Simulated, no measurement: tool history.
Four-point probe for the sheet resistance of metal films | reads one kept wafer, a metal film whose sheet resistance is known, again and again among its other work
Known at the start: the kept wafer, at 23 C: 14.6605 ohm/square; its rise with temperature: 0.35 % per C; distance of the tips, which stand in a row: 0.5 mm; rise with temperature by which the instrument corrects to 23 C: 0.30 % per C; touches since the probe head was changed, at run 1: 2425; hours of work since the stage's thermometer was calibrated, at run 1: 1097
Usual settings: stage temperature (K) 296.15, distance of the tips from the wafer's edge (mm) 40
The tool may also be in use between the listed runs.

| run | day | stage temperature (K) | distance of the tips from the wafer's edge (mm) | touches since the probe head was changed | hours of work since the stage's thermometer was calibrated | sheet resistance as the instrument gives it (ohm/square) |
|---|---|---|---|---|---|---|
| 1 | 0.000 | 296.15 | 40 | 2425 | 1097 | 14.658183 |
| 2 | 1.533 | 296.15 | 40 | 2971 | 1120 | 14.660447 |
| 3 | 3.246 | 296.15 | 40 | 3581 | 1146 | 14.662236 |
| 4 | 4.308 | 296.15 | 40 | 3958 | 1163 | 14.659666 |
| 5 | 5.250 | 302.15 | 40 | 4294 | 1177 | 14.714795 |
| 6 | 6.679 | 302.15 | 40 | 4803 | 1199 | 14.706817 |
| 7 | 8.075 | 302.15 | 40 | 5300 | 1220 | 14.711856 |
| 8 | 9.288 | 302.15 | 8 | 5732 | 1239 | 14.730373 |
| 9 | 10.479 | 302.15 | 8 | 6155 | 1257 | 14.735266 |
| 10 | 11.958 | 301.15 | 8 | 6682 | 1279 | 14.735844 |
| 11 | 12.762 | 294.15 | 8 | 6969 | 1292 | 14.678714 |
| 12 | 13.829 | 302.15 | 6 | 7349 | 1308 | 14.763931 |
|  | 14.008 | stage's thermometer calibrated |
| 13 | 14.717 | 292.15 | 6 | 7657 | 11 | 14.669735 |
| 14 | 15.788 | 296.15 | 3 | 8038 | 27 | 14.872222 |
| 15 | 17.071 | 296.15 | 3 | 8494 | 47 | 14.864590 |
| 16 | 18.321 | 307.15 | 3 | 8940 | 66 | 14.953578 |
| 17 | 19.450 | 307.15 | 3 | 9342 | 83 | 14.954280 |

3 ways to go on from here, each from the tool as it stands after run 17. What would each give?
|  | 19.600 | stage's thermometer calibrated, once more |
| A | 20.562 | 293.15 | 3 | 9731 | 15 | ? |
|  | 19.600 | stage's thermometer calibrated, once more |
| B | 20.562 | 293.15 | 10 | 9731 | 15 | ? |
|  | 19.600 | stage's thermometer calibrated, once more |
| C | 20.562 | 296.15 | 3 | 9731 | 15 | ? |

| run | sheet resistance as the instrument gives it (ohm/square) |
|---|---|
| A | 14.871981 |
| B | 14.671927 |
| C | 14.895865 |
Without the tool's hidden state the same runs would have given:
| run | sheet resistance as the instrument gives it (ohm/square) |
|---|---|
| A | 14.852970 |
| B | 14.653147 |
| C | 14.876773 |
